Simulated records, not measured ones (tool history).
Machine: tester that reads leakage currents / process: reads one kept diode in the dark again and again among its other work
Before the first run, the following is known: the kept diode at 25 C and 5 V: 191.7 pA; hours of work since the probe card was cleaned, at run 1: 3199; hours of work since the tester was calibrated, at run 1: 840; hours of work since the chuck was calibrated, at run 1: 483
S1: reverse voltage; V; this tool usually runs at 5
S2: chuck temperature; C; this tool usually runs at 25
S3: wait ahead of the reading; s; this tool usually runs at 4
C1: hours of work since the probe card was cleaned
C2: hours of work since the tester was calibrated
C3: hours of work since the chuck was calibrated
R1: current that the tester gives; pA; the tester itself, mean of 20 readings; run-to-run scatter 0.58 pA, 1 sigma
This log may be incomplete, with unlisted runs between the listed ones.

Run 1, hour 0: usual settings; C1 3199; C2 840; C3 483. Result: R1 192.47 pA.
Run 2, hour 61.9: usual settings; C1 3231; C2 872; C3 514. Result: R1 192.4 pA.
Run 3, hour 133.1: usual settings but S1 18.34 V; C1 3267; C2 908; C3 550. Result: R1 332.85 pA.
Run 4, hour 201.9: usual settings but S1 18.34 V; C1 3302; C2 943; C3 585. Result: R1 333.58 pA.
Run 5, hour 264.6: usual settings but S1 18.34 V; C1 3334; C2 975; C3 617. Result: R1 333.83 pA.
Run 6, hour 353.5: usual settings but S1 18.34 V; C1 3379; C2 1020; C3 662. Result: R1 335.28 pA.
Run 7, hour 423.6: usual settings but S1 18.34 V; C1 3414; C2 1055; C3 697. Result: R1 335.64 pA.
Run 8, hour 483.4: usual settings; C1 3445; C2 1086; C3 728. Result: R1 192.53 pA.
Run 9, hour 534.6: usual settings; C1 3471; C2 1112; C3 754. Result: R1 192.43 pA.
Run 10, hour 588.5: usual settings but S2 38 C; C1 3498; C2 1139; C3 781. Result: R1 469.97 pA.
At hour 608.8: probe card cleaned and baked.
Run 11, hour 680.2: usual settings; C1 36; C2 1184; C3 826. Result: R1 192.6 pA.
Run 12, hour 768.4: usual settings; C1 81; C2 1229; C3 871. Result: R1 192.09 pA.
Run 13, hour 849: usual settings; C1 122; C2 1270; C3 912. Result: R1 191.8 pA.
Run 14, hour 914.6: usual settings but S2 22 C; C1 155; C2 1303; C3 945. Result: R1 154.8 pA.
Run 15, hour 979.8: usual settings but S2 22 C; C1 188; C2 1336; C3 978. Result: R1 154.98 pA.
Run 16, hour 1074.3: usual settings but S2 22 C; C1 236; C2 1384; C3 1026. Result: R1 155.04 pA.
Run 17, hour 1145.1: usual settings but S2 22 C; C1 272; C2 1420; C3 1062. Result: R1 154.72 pA.
Run 18, hour 1209.7: usual settings but S2 22 C; C1 305; C2 1452; C3 1095. Result: R1 155.06 pA.
Run 19, hour 1280.2: usual settings; C1 341; C2 1488; C3 1130. Result: R1 190.99 pA.
Run 20, hour 1332.7: usual settings; C1 367; C2 1515; C3 1157. Result: R1 191.75 pA.
Run 21, hour 1417.8: usual settings but S3 1.84 s; C1 410; C2 1558; C3 1200. Result: R1 193.35 pA.
At hour 1495.3: chuck's temperature calibrated.
Run 22, hour 1498.5: usual settings but S2 28 C, S3 0.4 s; C1 450; C2 1598; C3 2. Result: R1 239.96 pA.
Run 23, hour 1565.3: usual settings but S1 6.43 V, S2 27 C, S3 8.43 s; C1 484; C2 1632; C3 36. Result: R1 247.37 pA.
Run 24, hour 1665.4: usual settings but S1 6.43 V, S2 27 C, S3 8.43 s; C1 535; C2 1683; C3 86. Result: R1 247.4 pA.
Run 25, hour 1711.6: usual settings but S1 6.43 V, S2 27 C, S3 8.43 s; C1 558; C2 1706; C3 110. Result: R1 246.52 pA.
Run 26, hour 1779.5: usual settings but S1 1.17 V, S3 0.34 s; C1 593; C2 1741; C3 144. Result: R1 104.45 pA.
Run 27, hour 1872.6: usual settings but S1 1.79 V, S2 28 C; C1 640; C2 1788; C3 191. Result: R1 153.77 pA.
Run 28, hour 1963.9: usual settings but S1 1.12 V, S3 2.85 s; C1 686; C2 1834; C3 238. Result: R1 102.02 pA.
Run 29, hour 2015.5: usual settings but S1 1.12 V, S3 2.85 s; C1 713; C2 1860; C3 264. Result: R1 102 pA.
Run 30, hour 2113.9: usual settings but S1 1.12 V, S3 2.85 s; C1 763; C2 1910; C3 314. Result: R1 101.38 pA.
Run 31, hour 2155.4: usual settings but S1 13.02 V, S2 40 C, S3 0.62 s; C1 784; C2 1931; C3 335. Result: R1 808.54 pA.
Run 32, hour 2225.2: usual settings but S1 13.02 V, S2 40 C, S3 0.62 s; C1 819; C2 1967; C3 370. Result: R1 809.69 pA.
Run 33, hour 2284.1: usual settings but S1 13.02 V, S2 40 C, S3 0.62 s; C1 849; C2 1997; C3 400. Result: R1 806.84 pA.
Run 34, hour 2368.9: usual settings but S1 19.79 V, S2 40 C, S3 1.32 s; C1 892; C2 2040; C3 443. Result: R1 966.76 pA.
Run 35, hour 2453.9: usual settings but S2 22 C, S3 5.56 s; C1 935; C2 2083; C3 486. Result: R1 155.13 pA.
Run 36, hour 2536.9: usual settings but S1 10.46 V, S2 24 C, S3 2.05 s; C1 977; C2 2125; C3 528. Result: R1 245.85 pA.
Run 37, hour 2619.5: usual settings but S3 0.52 s; C1 1019; C2 2167; C3 570. Result: R1 193.3 pA.
Run 38, hour 2665.6: usual settings but S3 0.52 s; C1 1042; C2 2190; C3 594. Result: R1 192.58 pA.
Run 39, hour 2709.3: usual settings but S1 5.41 V, S2 23 C, S3 0.52 s; C1 1065; C2 2212; C3 616. Result: R1 173.11 pA.

Hidden state at the last listed run before each entry between runs and at the first one after, where it differs:
Between runs 10 and 11: probe card cleaned and baked (hour 608.8)
  stray current of the dirty probe card, pA a volt: 0.042 -> 0.02
Between runs 21 and 22: chuck's temperature calibrated (hour 1495.3)
  true chuck temperature over the reading, C: 0.01 -> 0
